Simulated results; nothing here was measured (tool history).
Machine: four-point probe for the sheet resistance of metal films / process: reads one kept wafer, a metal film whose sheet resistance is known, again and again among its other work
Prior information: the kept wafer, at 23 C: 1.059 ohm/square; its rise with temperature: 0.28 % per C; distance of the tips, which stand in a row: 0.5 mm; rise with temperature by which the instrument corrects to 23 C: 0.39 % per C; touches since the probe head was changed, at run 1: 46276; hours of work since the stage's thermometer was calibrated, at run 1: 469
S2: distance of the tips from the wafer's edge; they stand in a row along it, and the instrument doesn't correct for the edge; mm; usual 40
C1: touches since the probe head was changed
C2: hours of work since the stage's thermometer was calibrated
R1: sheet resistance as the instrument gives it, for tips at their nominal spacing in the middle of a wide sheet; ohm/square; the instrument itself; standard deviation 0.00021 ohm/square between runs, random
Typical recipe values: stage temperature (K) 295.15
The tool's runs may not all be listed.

Run 1, day 0: usual settings; C1 46276; C2 469. Result: R1 1.06042 ohm/square.
Run 2, day 0.771: usual settings; C1 46864; C2 482. Result: R1 1.060931 ohm/square.
Run 3, day 2.012: usual settings; C1 47814; C2 504. Result: R1 1.060549 ohm/square.
Run 4, day 3.171: usual settings; C1 48699; C2 524. Result: R1 1.060222 ohm/square.
Run 5, day 4.362: usual settings; C1 49609; C2 544. Result: R1 1.060744 ohm/square.
Run 6, day 5.454: usual settings; C1 50445; C2 563. Result: R1 1.060785 ohm/square.
Run 7, day 6.896: usual settings; C1 51545; C2 588. Result: R1 1.060865 ohm/square.
Run 8, day 7.662: usual settings but stage temperature (K) 299.15; C1 52132; C2 601. Result: R1 1.055665 ohm/square.
Run 9, day 8.446: usual settings but stage temperature (K) 299.15; C1 52730; C2 615. Result: R1 1.056056 ohm/square.
Run 10, day 9.904: usual settings but stage temperature (K) 299.15; C1 53843; C2 640. Result: R1 1.056302 ohm/square.
Run 11, day 11.112: usual settings; C1 54766; C2 661. Result: R1 1.060832 ohm/square.
Run 12, day 12.658: usual settings; C1 55948; C2 687. Result: R1 1.060817 ohm/square.
Run 13, day 13.575: usual settings; C1 56647; C2 703. Result: R1 1.061022 ohm/square.
Run 14, day 14.212: usual settings; C1 57136; C2 714. Result: R1 1.06103 ohm/square.
Run 15, day 15.688: usual settings; C1 58261; C2 739. Result: R1 1.061102 ohm/square.
Run 16, day 16.308: usual settings; C1 58737; C2 750. Result: R1 1.061044 ohm/square.
Run 17, day 17.488: usual settings but stage temperature (K) 296.15, S2 3 mm; C1 59637; C2 770. Result: R1 1.075427 ohm/square.
Run 18, day 18.833: usual settings but stage temperature (K) 296.15, S2 3 mm; C1 60666; C2 794. Result: R1 1.075567 ohm/square.
Run 19, day 20.096: usual settings but S2 35 mm; C1 61631; C2 815. Result: R1 1.061189 ohm/square.
At day 20.246: stage's thermometer calibrated.
Run 20, day 21.062: usual settings but stage temperature (K) 296.15, S2 28 mm; C1 62355; C2 14. Result: R1 1.059941 ohm/square.
Run 21, day 22.05: usual settings but stage temperature (K) 291.15; C1 63109; C2 31. Result: R1 1.066318 ohm/square.
Run 22, day 23.108: usual settings but stage temperature (K) 291.15; C1 63918; C2 49. Result: R1 1.066612 ohm/square.
Run 23, day 24.012: usual settings but stage temperature (K) 291.15; C1 64609; C2 65. Result: R1 1.066512 ohm/square.
Run 24, day 24.871: usual settings but stage temperature (K) 291.15; C1 65263; C2 80. Result: R1 1.066395 ohm/square.
Run 25, day 26.117: usual settings but stage temperature (K) 291.15; C1 66214; C2 101. Result: R1 1.066116 ohm/square.
Run 26, day 27.567: usual settings but stage temperature (K) 297.15, S2 4 mm; C1 67323; C2 126. Result: R1 1.067955 ohm/square.
At day 28.246: stage's thermometer calibrated, once more.
Run 27, day 28.492: usual settings but stage temperature (K) 292.15, S2 59 mm; C1 68013; C2 4. Result: R1 1.064333 ohm/square.
Run 28, day 29.217: usual settings but stage temperature (K) 292.15, S2 59 mm; C1 68569; C2 17. Result: R1 1.064582 ohm/square.
Run 29, day 30.238: usual settings but stage temperature (K) 298.15, S2 64 mm; C1 69346; C2 34. Result: R1 1.057194 ohm/square.
Run 30, day 31.708: usual settings but stage temperature (K) 298.15, S2 64 mm; C1 70472; C2 60. Result: R1 1.057093 ohm/square.
Run 31, day 33.021: usual settings but stage temperature (K) 293.15, S2 24 mm; C1 71475; C2 82. Result: R1 1.063588 ohm/square.

Entry by entry between the runs, the difference in hidden state between the last listed run before and the first listed run after:
From run 19 to run 20: stage's thermometer calibrated (day 20.246)
  inner tips' distance over the nominal, %: 0.015 -> 0.017; tips' flats over new ones', %: 23 -> 24; wafer's true temperature over the reading, C: 0.23 -> 0.3
  what was measured, less what the result would be without the hidden state, R1: +0.00084 -> +0.00109 ohm/square
From run 26 to run 27: stage's thermometer calibrated, once more (day 28.246)
  inner tips' distance over the nominal, %: 0.029 -> 0.031; wafer's true temperature over the reading, C: 0.32 -> 0.06
  what was measured, less what the result would be without the hidden state, R1: +0.001282 -> +0.000541 ohm/square

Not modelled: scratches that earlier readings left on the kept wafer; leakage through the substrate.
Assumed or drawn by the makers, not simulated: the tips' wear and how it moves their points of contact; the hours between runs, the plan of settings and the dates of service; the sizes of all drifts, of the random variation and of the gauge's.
